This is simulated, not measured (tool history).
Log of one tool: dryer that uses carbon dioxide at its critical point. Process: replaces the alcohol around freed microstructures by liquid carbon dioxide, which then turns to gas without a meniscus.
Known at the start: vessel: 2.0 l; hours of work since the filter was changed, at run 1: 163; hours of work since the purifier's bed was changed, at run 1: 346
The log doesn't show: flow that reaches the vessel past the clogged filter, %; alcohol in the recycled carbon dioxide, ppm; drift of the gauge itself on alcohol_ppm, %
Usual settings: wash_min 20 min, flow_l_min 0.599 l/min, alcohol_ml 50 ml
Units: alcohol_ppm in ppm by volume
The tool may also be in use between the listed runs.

run,day,wash_min,flow_l_min,alcohol_ml,hours of work since the filter was changed,hours of work since the purifier's bed was changed,alcohol_ppm
1,0.000,20,0.599,50,163,346,392
2,1.038,20,0.599,50,171,354,400
3,2.458,17,0.599,50,183,366,748
4,3.183,17,0.599,50,189,372,746
5,3.946,20,0.599,50,196,379,424
# day 4.408: inlet filter changed
6,4.804,20,0.599,50,3,386,305
7,5.975,20,0.599,50,13,395,310
8,6.771,20,0.599,50,20,402,319
9,7.704,20,0.599,50,28,410,316
10,8.783,20,0.599,50,37,419,319
11,9.600,20,0.599,50,43,426,328
12,10.825,20,0.599,50,54,436,326
13,11.888,20,0.731,50,63,445,135
14,13.008,20,0.731,50,72,454,153
15,14.071,20,0.823,50,81,463,78
16,14.796,20,0.823,50,87,469,82
17,15.812,20,0.823,50,95,478,91
18,16.675,20,0.937,50,102,485,54
19,17.338,20,0.937,50,108,490,60
20,18.646,20,0.599,50,119,501,374
21,19.479,20,0.599,50,126,508,384
22,20.242,20,0.752,50,132,515,146
23,21.258,20,0.638,50,141,523,289
24,22.104,22,0.599,28,148,530,173
25,22.942,26,0.550,49,155,537,196
26,23.875,26,0.422,27,163,545,350
27,24.575,26,0.843,68,168,551,46
28,25.512,26,0.481,49,176,559,369
29,26.638,26,0.447,55,186,568,548
30,27.992,26,0.379,100,197,579,1871
# day 28.312: inlet filter changed
31,28.729,13,0.744,58,3,585,779
32,29.646,20,0.903,26,11,593,49
33,30.446,17,0.667,56,18,599,438
34,31.512,17,0.667,56,27,608,419
35,32.325,26,0.667,72,34,615,86
36,33.654,27,0.599,22,45,626,56
37,34.729,17,0.412,48,54,635,1939
# day 34.929: purifier's bed changed
38,36.112,17,0.412,48,64,10,1955
39,36.792,28,0.490,67,70,16,235
40,37.683,28,0.490,67,77,23,250
41,38.967,14,0.511,42,88,34,1689
42,40.133,14,0.511,42,98,43,1620
43,40.925,15,0.511,79,104,50,2615
44,41.783,22,0.373,50,111,57,1435
45,43.071,22,0.373,50,122,68,1466

Forecast each of these 3 alternatives for the next run:
A,43.879,22,0.408,81,129,75,?
B,43.879,19,0.591,35,129,75,?
C,43.879,29,0.373,26,129,75,?

run,alcohol_ppm
A,1804
B,336
C,322
Without the tool's hidden state the same runs would have given:
run,alcohol_ppm
A,1473
B,258
C,251
